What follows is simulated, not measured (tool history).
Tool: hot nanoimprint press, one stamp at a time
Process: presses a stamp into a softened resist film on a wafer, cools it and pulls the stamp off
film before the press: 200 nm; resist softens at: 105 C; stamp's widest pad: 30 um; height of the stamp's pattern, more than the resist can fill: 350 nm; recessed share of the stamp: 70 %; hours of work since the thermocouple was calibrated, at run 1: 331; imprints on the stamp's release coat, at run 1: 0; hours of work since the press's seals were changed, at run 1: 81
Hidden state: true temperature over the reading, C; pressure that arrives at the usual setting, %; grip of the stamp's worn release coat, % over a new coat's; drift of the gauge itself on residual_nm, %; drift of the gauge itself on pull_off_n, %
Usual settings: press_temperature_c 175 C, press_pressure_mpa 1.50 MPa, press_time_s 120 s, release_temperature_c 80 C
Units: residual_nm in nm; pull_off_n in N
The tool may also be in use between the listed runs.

run    hour  press_temperature_c  press_pressure_mpa  press_time_s  release_temperature_c  hours of work since the thermocouple was calibrated  imprints on the stamp's release coat  hours of work since the press's seals were changed  residual_nm  pull_off_n
  1     0.0                  175                1.50           120                     80                                                  331                                     0                                                  81         80.0         183
  2    55.6                  175                1.50           120                     80                                                  363                                   220                                                 113         78.5         195
  3    91.0                  175                1.50           120                     80                                                  384                                   361                                                 133         79.6         199
  4   126.3                  175                1.50           120                     80                                                  404                                   501                                                 153         80.6         200
  5   192.3                  175                1.50           135                     80                                                  442                                   763                                                 191         76.5         230
  6   245.9                  175                1.50           135                     80                                                  472                                   976                                                 222         77.3         227
      265.0  -- plate thermocouple calibrated
  7   288.6                  169                1.50           135                     80                                                   14                                  1133                                                 244        108.4         232
      308.9  -- stamp cleaned and given a new release coat
  8   351.4                  169                1.50           135                     80                                                   46                                   168                                                 277        109.6         193
  9   402.8                  169                1.50           135                     80                                                   76                                   373                                                 307        111.1         202
 10   444.6                  169                1.50            71                     80                                                  100                                   538                                                 330        135.3         216
 11   506.7                  169                1.50            71                     80                                                  135                                   785                                                 366        136.6         224
 12   540.7                  169                1.50            71                     80                                                  155                                   920                                                 386        135.3         236
 13   569.9                  169                1.50            71                     80                                                  171                                  1036                                                 402        135.6         239
      613.7  -- stamp cleaned and given a new release coat
 14   615.9                  175                1.50           120                     83                                                  194                                     8                                                 425         87.1         178
      624.6  -- plate thermocouple calibrated, once more
 15   682.0                  175                2.18           120                     80                                                   33                                   259                                                 461         63.5         183
 16   716.1                  175                2.18           120                     80                                                   52                                   394                                                 481         63.0         191
 17   755.1                  181                1.68            61                     80                                                   75                                   549                                                 503         70.1         206
 18   813.5                  175                1.25           120                     80                                                  108                                   781                                                 537         84.0         215
 19   875.6                  175                1.25           120                     80                                                  144                                  1027                                                 572         85.2         224
 20   911.1                  175                1.25           120                     80                                                  164                                  1168                                                 593         86.0         233
      923.5  -- stamp cleaned and given a new release coat
 21   958.4                  175                1.25           120                     80                                                  188                                   138                                                 617         85.5         182
 22   989.2                  175                1.25           120                     80                                                  206                                   260                                                 634         86.0         185
 23  1056.7                  175                1.25           120                     80                                                  244                                   528                                                 673         86.0         204
 24  1096.9                  175                1.06           120                     80                                                  267                                   688                                                 696         94.8         210
 25  1161.2                  175                2.10           126                     80                                                  304                                   943                                                 733         67.1         229
     1230.3  -- stamp cleaned and given a new release coat
 26  1233.2                  175                1.69            65                     76                                                  342                                    12                                                 771         96.9         199
 27  1288.1                  165                1.69            72                     80                                                  374                                   230                                                 802        143.1         183
 28  1329.5                  167                1.69           193                     71                                                  397                                   394                                                 826         98.3         242
 29  1365.7                  172                1.41            73                     80                                                  418                                   538                                                 847        116.4         216

5 ways to go on from here, each from the tool as it stands after run 29. What would each give?
  A  1402.3                  175                1.40            94                     80                                                  439                                   683                                                 868            ?           ?
  B  1402.3                  171                1.42           120                     65                                                  439                                   683                                                 868            ?           ?
  C  1402.3                  172                2.09            71                     80                                                  439                                   683                                                 868            ?           ?
  D  1402.3                  181                1.41           101                     80                                                  439                                   683                                                 868            ?           ?
  E  1402.3                  172                1.30           120                     73                                                  439                                   683                                                 868            ?           ?

run  residual_nm  pull_off_n
  A         94.4         224
  B        102.8         296
  C        100.5         211
  D         67.5         216
  E        102.0         244
Without the tool's hidden state the same runs would have given:
run  residual_nm  pull_off_n
  A         85.4         183
  B         93.0         245
  C         89.4         173
  D         60.8         177
  E         92.6         201
